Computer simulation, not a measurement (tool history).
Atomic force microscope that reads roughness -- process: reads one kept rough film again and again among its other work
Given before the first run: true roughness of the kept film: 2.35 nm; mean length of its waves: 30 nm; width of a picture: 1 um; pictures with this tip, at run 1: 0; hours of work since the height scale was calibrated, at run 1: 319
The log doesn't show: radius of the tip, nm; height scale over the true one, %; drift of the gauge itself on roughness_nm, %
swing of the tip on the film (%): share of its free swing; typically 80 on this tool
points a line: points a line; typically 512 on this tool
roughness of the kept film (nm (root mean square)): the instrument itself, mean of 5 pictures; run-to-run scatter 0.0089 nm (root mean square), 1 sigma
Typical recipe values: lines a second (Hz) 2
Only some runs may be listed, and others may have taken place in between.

run	hour	lines a second (Hz)	swing of the tip on the film (%)	points a line	pictures with this tip	hours of work since the height scale was calibrated	roughness of the kept film (nm (root mean square))
1	0	2	80	512	0	319	2.01
2	49.6	2	80	512	73	342	1.791
3	130.1	2	57	512	190	379	1.616
# hour 162.8: new tip fitted
4	189.4	2	57	512	39	407	1.974
5	235.2	2	57	512	106	428	1.822
6	285.1	0.86	80	512	179	451	1.618
# hour 323.6: new tip fitted
7	342.2	0.86	80	512	27	478	1.969
8	427	0.86	80	512	151	517	1.677
9	468.6	0.86	80	512	211	536	1.553
# hour 487.8: new tip fitted
10	505	0.86	80	512	25	553	1.993
11	565.7	0.86	80	512	113	581	1.736
12	639.6	2	80	934	221	616	1.476
# hour 653.6: new tip fitted
13	710.8	2	80	512	83	648	1.778
14	781.6	2	80	512	187	681	1.56
# hour 816.3: new tip fitted
15	825.5	1.12	80	512	14	701	1.995
16	866.9	2.43	64	845	74	721	1.873
17	939.1	2.43	64	845	179	754	1.642
# hour 977.1: new tip fitted
18	1006.2	3.3	72	419	43	785	1.864
19	1091.7	3.48	80	512	167	825	1.535
20	1136.2	3.29	86	512	232	846	1.389
# hour 1144.5: new tip fitted
21	1177.8	3.29	86	512	48	865	1.76
22	1235.5	3.29	86	512	132	891	1.574
23	1295.8	1.2	66	272	220	920	1.575
# hour 1311: new tip fitted
24	1364.3	1.2	66	272	77	951	1.858
25	1443.4	3.81	80	575	193	988	1.464
# hour 1475.7: new tip fitted
26	1519.8	0.8	66	314	64	1023	1.876
27	1588.5	2	86	400	165	1055	1.566

Branching from run 27: 3 alternative next runs. What would each branch give?
# hour 1635.8: new tip fitted
A	1639.9	1.38	86	979	6	1079	?
# hour 1635.8: new tip fitted
B	1639.9	2.23	86	399	6	1079	?
# hour 1635.8: new tip fitted
C	1639.9	0.82	80	512	6	1079	?

run	roughness of the kept film (nm (root mean square))
A	2.009
B	1.936
C	2.059
Stripped of hidden state, with their random variation kept, the same runs would have yielded:
run	roughness of the kept film (nm (root mean square))
A	2.014
B	1.941
C	2.064

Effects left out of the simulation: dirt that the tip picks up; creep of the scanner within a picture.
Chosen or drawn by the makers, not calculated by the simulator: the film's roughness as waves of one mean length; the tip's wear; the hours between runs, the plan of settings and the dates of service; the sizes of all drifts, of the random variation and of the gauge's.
